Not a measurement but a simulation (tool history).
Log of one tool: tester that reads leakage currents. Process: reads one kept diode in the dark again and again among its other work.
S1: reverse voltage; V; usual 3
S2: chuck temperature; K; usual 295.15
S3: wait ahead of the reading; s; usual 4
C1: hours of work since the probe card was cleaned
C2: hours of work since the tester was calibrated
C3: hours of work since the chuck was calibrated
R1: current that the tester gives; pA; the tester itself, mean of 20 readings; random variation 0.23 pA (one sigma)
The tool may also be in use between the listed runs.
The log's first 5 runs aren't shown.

run	hour	S1	S2	S3	C1	C2	C3	R1
6	1051.6	3	296.15	4	210	669	1114	97.34
7	1265.8	3	296.15	4	336	796	1241	98.45
8	1482	3	295.15	1.21	464	924	1369	92.38
9	1593.3	3	295.15	1.21	530	990	1434	92.93
# hour 1702.2: chuck's temperature calibrated
10	1778.7	3	295.15	1.21	638	1098	45	84.71
11	1939.9	3	295.15	1.21	734	1193	141	85.59
# hour 2052.1: probe card cleaned and baked, once more
12	2052.1	3	295.15	4	0	1258	205	76.02
13	2166.4	3	295.15	4	68	1325	273	77
14	2318	3	295.15	6.97	157	1415	362	77.57
15	2461.8	3	295.15	6.97	242	1500	447	78.64
16	2605.8	3	295.15	4	327	1585	532	79.58
17	2805.9	6.26	295.15	4	446	1703	651	126.97
18	2994.9	3	295.15	4	557	1815	762	82.3
19	3131.1	3	308.15	4	638	1896	843	258.88

The next listed run, before its measurement:
20	3267.8	3.89	311.15	2.69	719	1976	924	?

R1: 390.71 pA
Without the tool's hidden state the same run would have given R1 358.67 pA.

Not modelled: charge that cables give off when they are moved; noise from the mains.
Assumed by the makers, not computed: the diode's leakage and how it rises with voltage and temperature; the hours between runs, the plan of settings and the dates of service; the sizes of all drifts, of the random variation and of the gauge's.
